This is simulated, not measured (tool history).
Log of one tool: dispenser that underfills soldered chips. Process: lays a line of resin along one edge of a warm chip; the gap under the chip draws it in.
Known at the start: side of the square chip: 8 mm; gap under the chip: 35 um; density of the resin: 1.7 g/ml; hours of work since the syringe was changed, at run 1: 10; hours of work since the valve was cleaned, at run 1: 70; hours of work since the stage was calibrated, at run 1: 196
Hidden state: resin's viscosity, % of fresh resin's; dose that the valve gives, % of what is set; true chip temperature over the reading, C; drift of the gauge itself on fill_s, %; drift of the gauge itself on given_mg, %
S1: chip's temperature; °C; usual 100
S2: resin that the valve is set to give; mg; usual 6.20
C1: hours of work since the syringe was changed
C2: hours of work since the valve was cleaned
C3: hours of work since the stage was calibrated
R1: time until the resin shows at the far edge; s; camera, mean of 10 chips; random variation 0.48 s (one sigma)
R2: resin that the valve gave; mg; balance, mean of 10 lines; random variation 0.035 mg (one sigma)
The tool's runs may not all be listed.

| run | hour | S1 | S2 | C1 | C2 | C3 | R1 | R2 |
|---|---|---|---|---|---|---|---|---|
| 1 | 0.0 | 100 | 6.20 | 10 | 70 | 196 | 53.8 | 5.87 |
|  | 1.5 | new syringe of resin |
| 2 | 5.3 | 100 | 6.43 | 3 | 74 | 200 | 41.6 | 6.03 |
| 3 | 10.9 | 100 | 6.43 | 7 | 79 | 205 | 48.6 | 6.07 |
|  | 15.5 | new syringe of resin |
| 4 | 16.2 | 85 | 6.43 | 1 | 83 | 209 | 67.9 | 6.03 |
| 5 | 21.9 | 85 | 6.43 | 5 | 87 | 213 | 78.7 | 5.99 |
| 6 | 26.3 | 85 | 6.43 | 9 | 91 | 217 | 89.3 | 6.01 |
|  | 29.5 | new syringe of resin |
| 7 | 30.4 | 100 | 5.36 | 1 | 94 | 220 | 41.5 | 5.01 |
| 8 | 34.2 | 100 | 5.36 | 4 | 97 | 223 | 45.4 | 4.98 |
| 9 | 38.0 | 110 | 6.20 | 7 | 100 | 226 | 35.9 | 5.76 |
| 10 | 41.7 | 110 | 6.20 | 10 | 103 | 229 | 40.0 | 5.63 |
|  | 43.3 | new syringe of resin |
| 11 | 48.4 | 100 | 7.06 | 4 | 108 | 234 | 43.2 | 6.55 |
| 12 | 51.2 | 100 | 7.06 | 6 | 110 | 236 | 47.0 | 6.44 |
| 13 | 55.2 | 105 | 7.06 | 10 | 113 | 239 | 44.4 | 6.45 |
|  | 57.3 | new syringe of resin |
| 14 | 60.2 | 101 | 6.20 | 2 | 117 | 243 | 41.9 | 5.69 |
| 15 | 64.3 | 101 | 6.20 | 6 | 120 | 246 | 46.6 | 5.68 |
| 16 | 68.5 | 87 | 6.20 | 9 | 124 | 250 | 83.8 | 5.60 |
|  | 71.0 | new syringe of resin |
| 17 | 72.9 | 87 | 6.20 | 2 | 127 | 253 | 66.0 | 5.62 |
| 18 | 76.8 | 87 | 6.20 | 5 | 130 | 256 | 73.5 | 5.61 |
|  | 79.4 | dispensing valve cleaned and set on the balance |
| 19 | 82.2 | 101 | 5.72 | 8 | 2 | 260 | 50.9 | 5.71 |
|  | 86.0 | new syringe of resin |
| 20 | 86.2 | 90 | 6.96 | 0 | 5 | 263 | 54.3 | 6.84 |
| 21 | 90.9 | 90 | 6.96 | 4 | 9 | 266 | 63.2 | 6.85 |
| 22 | 95.6 | 104 | 6.20 | 8 | 13 | 270 | 44.4 | 6.15 |
|  | 99.9 | new syringe of resin |
| 23 | 102.1 | 105 | 7.49 | 2 | 18 | 275 | 35.8 | 7.37 |
| 24 | 107.3 | 105 | 7.36 | 6 | 22 | 279 | 40.5 | 7.27 |
| 25 | 111.1 | 96 | 6.47 | 9 | 25 | 282 | 60.6 | 6.40 |
|  | 113.5 | new syringe of resin |
| 26 | 115.2 | 106 | 5.83 | 1 | 28 | 285 | 34.6 | 5.75 |
| 27 | 118.4 | 106 | 6.03 | 4 | 30 | 288 | 36.7 | 5.87 |
| 28 | 121.6 | 108 | 5.61 | 6 | 33 | 290 | 37.1 | 5.41 |
| 29 | 125.8 | 112 | 6.30 | 10 | 36 | 294 | 36.2 | 6.13 |
|  | 127.2 | new syringe of resin |
| 30 | 128.9 | 100 | 5.69 | 1 | 38 | 296 | 42.1 | 5.54 |
| 31 | 134.9 | 100 | 5.69 | 6 | 43 | 301 | 49.8 | 5.50 |
|  | 140.9 | new syringe of resin |
| 32 | 141.5 | 112 | 6.36 | 0 | 48 | 306 | 27.7 | 6.10 |
| 33 | 144.7 | 112 | 6.36 | 3 | 51 | 308 | 29.7 | 6.12 |
| 34 | 150.6 | 110 | 5.37 | 8 | 55 | 313 | 38.4 | 5.09 |
| 35 | 153.4 | 86 | 6.72 | 10 | 58 | 315 | 89.5 | 6.47 |

5 ways to go on from here, each from the tool as it stands after run 35. What would each give?
|  | 154.6 | new syringe of resin |
| A | 158.7 | 108 | 7.05 | 3 | 62 | 319 | ? | ? |
|  | 154.6 | new syringe of resin |
| B | 158.7 | 89 | 7.92 | 3 | 62 | 319 | ? | ? |
|  | 154.6 | new syringe of resin |
| C | 158.7 | 100 | 7.32 | 3 | 62 | 319 | ? | ? |
|  | 154.6 | new syringe of resin |
| D | 158.7 | 87 | 6.34 | 3 | 62 | 319 | ? | ? |
|  | 154.6 | new syringe of resin |
| E | 158.7 | 97 | 6.55 | 3 | 62 | 319 | ? | ? |

| run | R1 | R2 |
|---|---|---|
| A | 34.2 | 6.71 |
| B | 63.4 | 7.56 |
| C | 43.9 | 6.98 |
| D | 69.3 | 6.00 |
| E | 48.8 | 6.25 |
Without the tool's hidden state the same runs would have given:
| run | R1 | R2 |
|---|---|---|
| A | 28.7 | 7.04 |
| B | 52.9 | 7.93 |
| C | 36.8 | 7.32 |
| D | 57.7 | 6.29 |
| E | 40.7 | 6.55 |
